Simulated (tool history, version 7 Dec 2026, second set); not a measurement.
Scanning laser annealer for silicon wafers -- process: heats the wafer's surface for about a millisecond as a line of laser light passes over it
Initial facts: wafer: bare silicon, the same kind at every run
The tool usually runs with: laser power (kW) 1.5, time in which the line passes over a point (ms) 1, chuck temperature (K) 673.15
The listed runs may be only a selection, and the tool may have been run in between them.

run	hour	laser power (kW)	time in which the line passes over a point (ms)	chuck temperature (K)	highest temperature of the surface (K)
1	0	1.5	1	673.15	1457.15
2	11.4	1.5	1	673.15	1458.15
3	17.4	1.5	1	673.15	1457.15
4	25.3	1.5	1	673.15	1457.15
5	35	1.5	1	673.15	1453.15
6	41.1	1.5	1	673.15	1456.15
7	46.7	1.5	1	673.15	1456.15
8	58.3	1.5	1	673.15	1455.15
9	67.6	1.5	1	673.15	1460.15
10	76.2	1.358	1	673.15	1376.15
11	86	1.5	1	673.15	1458.15
12	95.3	1.5	1	673.15	1458.15
13	104.6	1.5	0.91	673.15	1426.15
14	114.1	1.5	0.91	673.15	1423.15
15	121.7	1.5	0.91	673.15	1425.15
16	127	1.5	0.91	673.15	1423.15
17	134.7	1.54	1	673.15	1480.15
18	142.9	1.612	1	673.15	1520.15
19	154.1	1.612	1	673.15	1517.15
20	163.2	1.5	1	673.15	1455.15
21	169.1	1.293	0.92	636.15	1274.15
22	178.3	1.293	0.92	636.15	1279.15
23	186.4	1.384	0.92	651.15	1338.15
24	195.4	1.384	0.92	651.15	1340.15
25	207.4	1.572	1.09	702.15	1561.15
26	214.6	1.366	1	658.15	1363.15
27	222.7	1.632	1	658.15	1519.15
28	229.6	1.632	1	658.15	1517.15
29	240.4	1.592	0.74	652.15	1374.15
30	251.5	1.592	0.74	652.15	1377.15
31	258.8	1.592	0.74	652.15	1373.15
32	264.1	1.592	0.74	652.15	1376.15
33	276.5	1.592	0.74	652.15	1378.15
34	285.7	1.592	0.74	652.15	1375.15
35	293.4	1.592	0.74	652.15	1377.15
# hour 303.2: optics aligned, line set to its width
36	303.9	1.554	1.12	647.15	1507.15
37	311.5	1.554	1.12	647.15	1506.15
38	321.2	1.554	1.12	647.15	1506.15
39	329.3	1.479	1.12	647.15	1465.15
40	340.2	1.479	1.12	683.15	1496.15

Alternative continuations, all from the tool just after run 40; predict every row:
A	349.1	1.321	1.17	696.15	?
B	349.1	1.631	1.04	672.15	?
C	349.1	1.321	1	670.15	?
D	349.1	1.5	1.1	673.15	?
E	349.1	1.422	1	706.15	?

run	highest temperature of the surface (K)
A	1424.15
B	1548.15
C	1353.15
D	1493.15
E	1446.15
Stripped of hidden state, with their random variation kept, the same runs would have yielded:
run	highest temperature of the surface (K)
A	1424.15
B	1549.15
C	1354.15
D	1494.15
E	1447.15
